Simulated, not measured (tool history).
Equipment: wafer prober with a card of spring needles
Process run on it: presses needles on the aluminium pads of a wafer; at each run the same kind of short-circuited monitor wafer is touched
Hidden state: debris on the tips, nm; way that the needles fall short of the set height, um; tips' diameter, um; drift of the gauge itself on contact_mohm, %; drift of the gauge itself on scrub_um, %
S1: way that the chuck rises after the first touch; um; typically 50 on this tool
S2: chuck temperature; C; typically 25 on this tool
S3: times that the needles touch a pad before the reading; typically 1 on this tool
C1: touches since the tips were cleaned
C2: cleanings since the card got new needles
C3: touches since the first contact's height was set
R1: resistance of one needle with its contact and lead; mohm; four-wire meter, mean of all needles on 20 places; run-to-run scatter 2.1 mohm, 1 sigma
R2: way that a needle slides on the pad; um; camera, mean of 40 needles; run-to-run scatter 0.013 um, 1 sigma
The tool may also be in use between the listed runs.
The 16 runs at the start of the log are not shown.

| run | hour | S1 | S2 | S3 | C1 | C2 | C3 | R1 | R2 |
|---|---|---|---|---|---|---|---|---|---|
| 17 | 262.0 | 35 | 54 | 1 | 4644 | 8 | 77825 | 254 | 7.20 |
|  | 278.8 | height of the first contact set anew |
| 18 | 280.2 | 50 | 93 | 1 | 8790 | 8 | 322 | 254 | 10.27 |
|  | 281.6 | tips cleaned on abrasive film |
| 19 | 300.6 | 43 | 48 | 2 | 4427 | 9 | 5048 | 244 | 8.83 |
| 20 | 312.1 | 43 | 48 | 2 | 7099 | 9 | 7720 | 246 | 8.82 |
|  | 321.3 | tips cleaned on abrasive film |
| 21 | 335.1 | 50 | 68 | 2 | 3213 | 10 | 13039 | 248 | 10.30 |
| 22 | 355.7 | 42 | 112 | 1 | 8008 | 10 | 17834 | 266 | 8.64 |
|  | 361.5 | tips cleaned on abrasive film |
| 23 | 374.7 | 46 | 42 | 2 | 3065 | 11 | 22215 | 244 | 9.47 |
| 24 | 394.5 | 46 | 42 | 2 | 7658 | 11 | 26808 | 242 | 9.44 |
|  | 400.1 | tips cleaned on abrasive film |
| 25 | 411.0 | 46 | 42 | 2 | 2522 | 12 | 30621 | 242 | 9.45 |
| 26 | 429.2 | 46 | 26 | 3 | 6757 | 12 | 34856 | 237 | 9.49 |
|  | 439.3 | tips cleaned on abrasive film |
| 27 | 444.7 | 50 | 49 | 1 | 1255 | 13 | 38425 | 241 | 10.27 |
| 28 | 458.9 | 50 | 25 | 1 | 4552 | 13 | 41722 | 235 | 10.26 |
| 29 | 468.4 | 33 | 25 | 1 | 6768 | 13 | 43938 | 242 | 6.77 |
|  | 477.9 | tips cleaned on abrasive film |
| 30 | 480.3 | 33 | 25 | 1 | 562 | 14 | 46682 | 250 | 6.80 |
| 31 | 502.2 | 69 | 49 | 1 | 5648 | 14 | 51768 | 242 | 14.16 |
| 32 | 513.0 | 44 | 124 | 1 | 8159 | 14 | 54279 | 271 | 9.05 |
|  | 516.5 | tips cleaned on abrasive film |
| 33 | 532.7 | 58 | 63 | 1 | 3764 | 15 | 58823 | 247 | 11.92 |
| 34 | 542.2 | 52 | 61 | 1 | 5984 | 15 | 61043 | 238 | 10.68 |
|  | 555.7 | tips cleaned on abrasive film |
| 35 | 565.0 | 52 | 61 | 1 | 2180 | 16 | 66323 | 246 | 10.68 |

Forecast each of these 4 alternatives for the next run:
| A | 585.9 | 38 | 37 | 1 | 7021 | 16 | 71164 | ? | ? |
| B | 585.9 | 50 | 25 | 2 | 7021 | 16 | 71164 | ? | ? |
| C | 585.9 | 52 | 53 | 1 | 7021 | 16 | 71164 | ? | ? |
| D | 585.9 | 63 | 74 | 2 | 7021 | 16 | 71164 | ? | ? |

| run | R1 | R2 |
|---|---|---|
| A | 247 | 7.82 |
| B | 238 | 10.26 |
| C | 245 | 10.71 |
| D | 249 | 12.96 |
What these runs would have given with no unlogged condition in the tool:
| run | R1 | R2 |
|---|---|---|
| A | 247 | 7.82 |
| B | 238 | 10.26 |
| C | 245 | 10.71 |
| D | 249 | 12.96 |
